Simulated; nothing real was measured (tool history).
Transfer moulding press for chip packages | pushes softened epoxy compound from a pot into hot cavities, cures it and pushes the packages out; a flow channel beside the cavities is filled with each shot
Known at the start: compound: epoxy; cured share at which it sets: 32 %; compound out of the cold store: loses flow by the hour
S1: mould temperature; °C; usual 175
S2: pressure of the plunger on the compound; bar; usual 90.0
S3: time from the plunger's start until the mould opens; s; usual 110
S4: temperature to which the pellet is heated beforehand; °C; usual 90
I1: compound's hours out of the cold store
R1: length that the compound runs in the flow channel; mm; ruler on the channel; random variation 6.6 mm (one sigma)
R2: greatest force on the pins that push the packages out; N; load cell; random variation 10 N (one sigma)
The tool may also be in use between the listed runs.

Run 1, day 0.000: usual settings; I1 47.3. Result: R1 655 mm, R2 488 N.
At day 0.875: cavities cleaned with cleaning compound and waxed.
Run 2, day 3.038: usual settings; I1 28.5. Result: R1 714 mm, R2 491 N.
At day 4.254: cavities cleaned with cleaning compound and waxed.
Run 3, day 6.775: usual settings; I1 27.5. Result: R1 723 mm, R2 467 N.
At day 7.783: cavities cleaned with cleaning compound and waxed.
Run 4, day 9.567: usual settings but S4 93 °C; I1 44.4. Result: R1 671 mm, R2 494 N.
At day 11.217: cavities cleaned with cleaning compound and waxed.
Run 5, day 12.900: usual settings but S2 83.2 bar; I1 23.9. Result: R1 710 mm, R2 500 N.
At day 14.567: cavities cleaned with cleaning compound and waxed.
Run 6, day 15.425: usual settings but S2 83.2 bar; I1 29.4. Result: R1 698 mm, R2 476 N.
Run 7, day 17.600: usual settings but S2 83.2 bar; I1 8.8. Result: R1 764 mm, R2 511 N.
At day 17.929: cavities cleaned with cleaning compound and waxed.
Run 8, day 20.704: usual settings but S2 83.2 bar; I1 38.6. Result: R1 655 mm, R2 485 N.
At day 21.588: cavities cleaned with cleaning compound and waxed.
Run 9, day 23.783: usual settings; I1 23.2. Result: R1 744 mm, R2 488 N.
At day 24.129: plunger's sealing rings changed.
At day 25.088: cavities cleaned with cleaning compound and waxed.
Run 10, day 25.838: usual settings; I1 40.0. Result: R1 681 mm, R2 467 N.
At day 26.258: mould's thermocouples calibrated.
At day 28.612: cavities cleaned with cleaning compound and waxed.
Run 11, day 29.158: usual settings but S2 86.6 bar; I1 36.6. Result: R1 672 mm, R2 473 N.
Run 12, day 31.029: usual settings but S2 86.6 bar; I1 33.0. Result: R1 691 mm, R2 503 N.
At day 32.154: cavities cleaned with cleaning compound and waxed.
Run 13, day 33.246: usual settings; I1 39.9. Result: R1 687 mm, R2 494 N.
At day 35.608: cavities cleaned with cleaning compound and waxed.
Run 14, day 35.938: usual settings; I1 11.4. Result: R1 777 mm, R2 486 N.
At day 39.038: cavities cleaned with cleaning compound and waxed.
Run 15, day 39.038: usual settings but S1 168 °C, S2 89.7 bar, S3 118 s, S4 83 °C; I1 23.6. Result: R1 763 mm, R2 639 N.
Run 16, day 41.971: usual settings but S1 173 °C, S3 143 s, S4 92 °C; I1 39.0. Result: R1 691 mm, R2 448 N.
At day 42.546: cavities cleaned with cleaning compound and waxed.
Run 17, day 44.212: usual settings but S1 178 °C, S4 94 °C; I1 27.9. Result: R1 720 mm, R2 465 N.
Run 18, day 45.800: usual settings but S2 73.8 bar; I1 45.3. Result: R1 606 mm, R2 477 N.
At day 46.167: cavities cleaned with cleaning compound and waxed.
Run 19, day 48.846: usual settings but S1 171 °C, S2 98.7 bar, S3 108 s, S4 95 °C; I1 41.2. Result: R1 730 mm, R2 554 N.
At day 49.758: cavities cleaned with cleaning compound and waxed.
At day 51.408: plunger's sealing rings changed.
Run 20, day 52.562: usual settings but S2 98.7 bar, S3 108 s, S4 89 °C; I1 26.1. Result: R1 759 mm, R2 476 N.
At day 53.442: cavities cleaned with cleaning compound and waxed.
Run 21, day 55.033: usual settings but S2 98.7 bar, S3 108 s, S4 89 °C; I1 11.8. Result: R1 813 mm, R2 506 N.
At day 57.079: cavities cleaned with cleaning compound and waxed.
Run 22, day 57.462: usual settings but S2 98.7 bar, S3 108 s, S4 89 °C; I1 8.9. Result: R1 832 mm, R2 501 N.
Run 23, day 59.258: usual settings but S2 98.7 bar, S3 108 s, S4 89 °C; I1 44.0. Result: R1 695 mm, R2 503 N.
At day 60.442: cavities cleaned with cleaning compound and waxed.
Run 24, day 62.321: usual settings but S1 170 °C; I1 19.2. Result: R1 772 mm, R2 617 N.
At day 62.692: mould's thermocouples calibrated.
At day 64.133: cavities cleaned with cleaning compound and waxed.
Run 25, day 66.308: usual settings but S1 177 °C, S3 147 s, S4 86 °C; I1 18.2. Result: R1 743 mm, R2 430 N.
At day 67.567: cavities cleaned with cleaning compound and waxed.
Run 26, day 68.058: usual settings but S1 177 °C, S2 106.3 bar, S3 121 s, S4 86 °C; I1 30.4. Result: R1 767 mm, R2 447 N.
Run 27, day 69.658: usual settings but S1 177 °C, S2 106.3 bar, S3 121 s, S4 86 °C; I1 10.7. Result: R1 842 mm, R2 447 N.

4 ways to go on from here, each from the tool as it stands after run 27. What would each give?
At day 71.212: cavities cleaned with cleaning compound and waxed.
Run A, day 73.258: usual settings but S1 177 °C, S2 92.9 bar, S3 121 s, S4 88 °C; I1 22.2. Result: R1 ?, R2 ?.
At day 71.212: cavities cleaned with cleaning compound and waxed.
Run B, day 73.258: usual settings but S3 114 s; I1 23.9. Result: R1 ?, R2 ?.
At day 71.212: cavities cleaned with cleaning compound and waxed.
Run C, day 73.258: usual settings but S1 181 °C; I1 15.8. Result: R1 ?, R2 ?.
At day 71.212: cavities cleaned with cleaning compound and waxed.
Run D, day 73.258: usual settings but S1 177 °C, S2 106.3 bar, S3 121 s, S4 95 °C; I1 13.9. Result: R1 ?, R2 ?.

run   R1   R2
  A  745  471
  B  740  474
  C  737  454
  D  823  466
Without the tool's hidden state the same runs would have given:
run   R1   R2
  A  746  464
  B  741  467
  C  738  448
  D  825  459
